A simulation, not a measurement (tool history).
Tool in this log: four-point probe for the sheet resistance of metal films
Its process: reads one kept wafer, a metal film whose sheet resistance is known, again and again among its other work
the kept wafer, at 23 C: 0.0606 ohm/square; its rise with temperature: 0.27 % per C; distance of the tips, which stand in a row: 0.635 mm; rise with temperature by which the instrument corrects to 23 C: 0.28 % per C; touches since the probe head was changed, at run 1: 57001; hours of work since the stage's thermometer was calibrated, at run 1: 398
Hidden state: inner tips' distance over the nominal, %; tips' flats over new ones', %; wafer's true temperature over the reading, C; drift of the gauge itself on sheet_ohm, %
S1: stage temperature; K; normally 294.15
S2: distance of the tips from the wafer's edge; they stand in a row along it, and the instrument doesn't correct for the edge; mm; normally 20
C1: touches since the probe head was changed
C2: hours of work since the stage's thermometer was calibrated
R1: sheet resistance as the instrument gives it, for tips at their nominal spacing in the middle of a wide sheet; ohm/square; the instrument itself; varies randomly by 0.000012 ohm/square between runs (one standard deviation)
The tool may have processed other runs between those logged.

run 1 hour=0 | S1=294.15 S2=20 | C1=57001 C2=398 | R1=0.061054
run 2 hour=44.3 | S1=294.15 S2=20 | C1=58085 C2=424 | R1=0.061039
run 3 hour=87.9 | S1=294.15 S2=20 | C1=59150 C2=448 | R1=0.061041
run 4 hour=133.9 | S1=294.15 S2=3 | C1=60274 C2=475 | R1=0.062447
run 5 hour=158.2 | S1=294.15 S2=3 | C1=60869 C2=489 | R1=0.062453
run 6 hour=183.6 | S1=294.15 S2=3 | C1=61489 C2=503 | R1=0.06244
run 7 hour=211.9 | S1=294.15 S2=20 | C1=62180 C2=519 | R1=0.061074
run 8 hour=236.3 | S1=294.15 S2=20 | C1=62777 C2=533 | R1=0.061079
run 9 hour=288.1 | S1=294.15 S2=20 | C1=64043 C2=563 | R1=0.061054
run 10 hour=319.9 | S1=292.15 S2=16 | C1=64821 C2=581 | R1=0.061098
-- hour=324.8 stage's thermometer calibrated
run 11 hour=357.9 | S1=304.15 S2=39 | C1=65738 C2=19 | R1=0.060979
run 12 hour=384.8 | S1=304.15 S2=39 | C1=66395 C2=34 | R1=0.060979
run 13 hour=431.3 | S1=304.15 S2=39 | C1=67530 C2=61 | R1=0.060985
run 14 hour=473.7 | S1=296.15 S2=52 | C1=68568 C2=85 | R1=0.061049
run 15 hour=512.6 | S1=308.15 S2=13 | C1=69519 C2=108 | R1=0.061048
run 16 hour=561.9 | S1=293.15 S2=13 | C1=70724 C2=136 | R1=0.06115
run 17 hour=593 | S1=293.15 S2=13 | C1=71483 C2=154 | R1=0.061164
run 18 hour=625.5 | S1=297.15 S2=22 | C1=72277 C2=172 | R1=0.061073

Below, some changes in R1 between adjacent runs. For each, the amount present without the hidden state too (settings, incoming material, random variation) and the amount remaining for the hidden state with gauge scatter not shared by both compared results:
Run 3 -> 4: S2 20 -> 3. R1 +0.001406 ohm/square: hidden state +0.000014, all else +0.001392.

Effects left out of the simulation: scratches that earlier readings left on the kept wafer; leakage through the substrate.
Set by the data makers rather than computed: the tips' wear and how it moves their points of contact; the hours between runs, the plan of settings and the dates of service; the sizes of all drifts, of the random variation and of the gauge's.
